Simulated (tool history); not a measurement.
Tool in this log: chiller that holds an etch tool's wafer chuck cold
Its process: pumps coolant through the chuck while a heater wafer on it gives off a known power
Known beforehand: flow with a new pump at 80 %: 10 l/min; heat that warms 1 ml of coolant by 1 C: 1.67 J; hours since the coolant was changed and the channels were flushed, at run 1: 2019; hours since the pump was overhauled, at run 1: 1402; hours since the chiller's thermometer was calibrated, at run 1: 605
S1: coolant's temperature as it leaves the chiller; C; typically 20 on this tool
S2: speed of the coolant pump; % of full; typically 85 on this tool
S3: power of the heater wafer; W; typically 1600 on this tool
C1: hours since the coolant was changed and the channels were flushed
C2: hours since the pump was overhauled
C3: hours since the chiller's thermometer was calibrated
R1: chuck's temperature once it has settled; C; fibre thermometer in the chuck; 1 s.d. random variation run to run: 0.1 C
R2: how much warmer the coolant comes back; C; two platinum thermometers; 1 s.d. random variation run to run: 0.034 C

run,hour,S1,S2,S3,C1,C2,C3,R1,R2
1,0.0,20,85,1600,2019,1402,605,32.2,5.54
2,61.2,20,85,1600,2080,1463,666,32.2,5.56
3,92.2,20,85,1289,2111,1494,697,30.0,4.43
4,124.4,20,85,1289,2143,1526,730,30.0,4.48
5,168.6,12,85,1600,2188,1571,774,24.2,5.54
6,219.2,12,85,1600,2238,1621,825,24.3,5.49
7,261.6,12,85,1600,2281,1664,867,24.5,5.52
8,292.7,20,96,1600,2312,1695,898,31.2,4.89
9,349.3,20,96,1600,2368,1751,955,31.2,4.88
10,396.2,17,96,2185,2415,1798,1001,32.3,6.69
11,422.7,21,65,1600,2442,1825,1028,36.2,7.22
12,465.7,14,95,1555,2485,1868,1071,25.2,4.83
13,529.8,13,87,1826,2549,1932,1135,26.9,6.19
14,566.4,13,87,1826,2585,1968,1172,26.9,6.18
15,616.3,17,87,1039,2635,2018,1222,25.0,3.48

Branching from run 15: 3 alternative next runs. What would each branch give?
A,672.6,20,72,1600,2692,2075,1278,?,?
B,672.6,15,73,877,2692,2075,1278,?,?
C,672.6,19,61,1039,2692,2075,1278,?,?

run,R1,R2
A,34.0,6.50
B,22.6,3.58
C,29.5,5.00
Take away the tool's hidden state, keep each run's random variation, and the runs would have read:
run,R1,R2
A,33.0,6.33
B,22.0,3.49
C,28.7,4.87
